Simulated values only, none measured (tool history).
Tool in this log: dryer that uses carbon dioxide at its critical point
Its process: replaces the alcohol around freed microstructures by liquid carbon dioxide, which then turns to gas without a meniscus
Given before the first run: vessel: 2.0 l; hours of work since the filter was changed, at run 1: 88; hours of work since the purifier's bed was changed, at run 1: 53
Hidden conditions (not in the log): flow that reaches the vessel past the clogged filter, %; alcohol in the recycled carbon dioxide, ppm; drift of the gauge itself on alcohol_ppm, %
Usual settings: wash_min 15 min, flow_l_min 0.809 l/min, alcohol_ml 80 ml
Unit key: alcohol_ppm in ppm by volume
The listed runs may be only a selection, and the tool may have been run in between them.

run	hour	wash_min	flow_l_min	alcohol_ml	hours of work since the filter was changed	hours of work since the purifier's bed was changed	alcohol_ppm
1	0.0	15	0.809	80	88	53	519
2	10.1	15	0.809	80	95	60	517
3	20.3	15	0.809	80	102	67	552
4	26.9	15	0.809	80	106	72	521
5	32.3	15	0.755	80	110	75	692
6	42.4	15	0.809	71	117	82	502
7	51.2	18	0.809	71	123	88	211
8	59.2	18	0.809	71	128	94	228
9	68.2	18	0.809	71	134	100	229
10	75.4	18	0.809	71	139	105	233
11	83.5	19	0.809	80	145	111	209
12	90.7	15	0.809	80	150	115	588
13	97.0	15	0.809	80	154	120	580
14	105.2	15	0.809	80	160	125	608
15	115.0	15	0.809	80	167	132	600
16	123.4	11	0.809	80	172	138	1831
17	129.0	11	0.809	80	176	142	1870
18	136.0	15	0.877	80	181	147	441
19	141.7	15	0.877	80	185	150	443
20	149.5	15	0.809	85	190	156	668
21	155.7	22	0.809	80	195	160	115
22	163.5	22	0.809	80	200	165	124
23	172.9	22	0.809	80	206	172	123
24	177.4	15	0.809	80	209	175	659
25	184.9	15	0.634	80	215	180	1665
26	194.8	15	0.809	30	221	187	281
27	199.6	15	0.940	22	225	190	123
28	207.2	17	0.809	23	230	195	154
29	216.3	11	1.060	23	236	202	251
30	220.5	11	1.060	33	239	205	354
31	226.4	22	0.809	30	243	209	81
32	230.9	22	0.809	30	246	212	81
33	236.5	10	1.164	87	250	216	855
34	245.2	24	1.136	80	256	222	55
35	254.6	23	0.686	109	263	228	339
36	261.5	15	1.196	21	267	233	74
37	269.9	10	0.789	76	273	239	2948
# hour 279.3: inlet filter changed
38	280.0	10	0.799	71	0	245	1781
39	288.7	10	0.848	71	6	251	1435
40	297.2	15	1.209	31	12	257	59
41	304.3	16	1.209	27	17	261	51
42	308.4	11	0.752	27	20	264	663
43	314.7	16	0.998	82	24	269	138
44	324.8	16	0.998	82	31	276	148
45	330.9	15	1.172	106	35	280	104
46	340.3	15	0.647	51	42	286	756
47	346.5	15	0.553	32	46	290	810
48	353.1	15	0.553	32	51	295	802

3 options for the next run, each taken on its own from the tool as it stands now. Forecast them:
A	358.7	23	0.571	103	55	299	?
B	358.7	15	0.553	43	55	299	?
C	358.7	15	0.487	32	55	299	?

run	alcohol_ppm
A	468
B	1088
C	1163
Without the tool's hidden state the same runs would have given:
run	alcohol_ppm
A	370
B	957
C	1038

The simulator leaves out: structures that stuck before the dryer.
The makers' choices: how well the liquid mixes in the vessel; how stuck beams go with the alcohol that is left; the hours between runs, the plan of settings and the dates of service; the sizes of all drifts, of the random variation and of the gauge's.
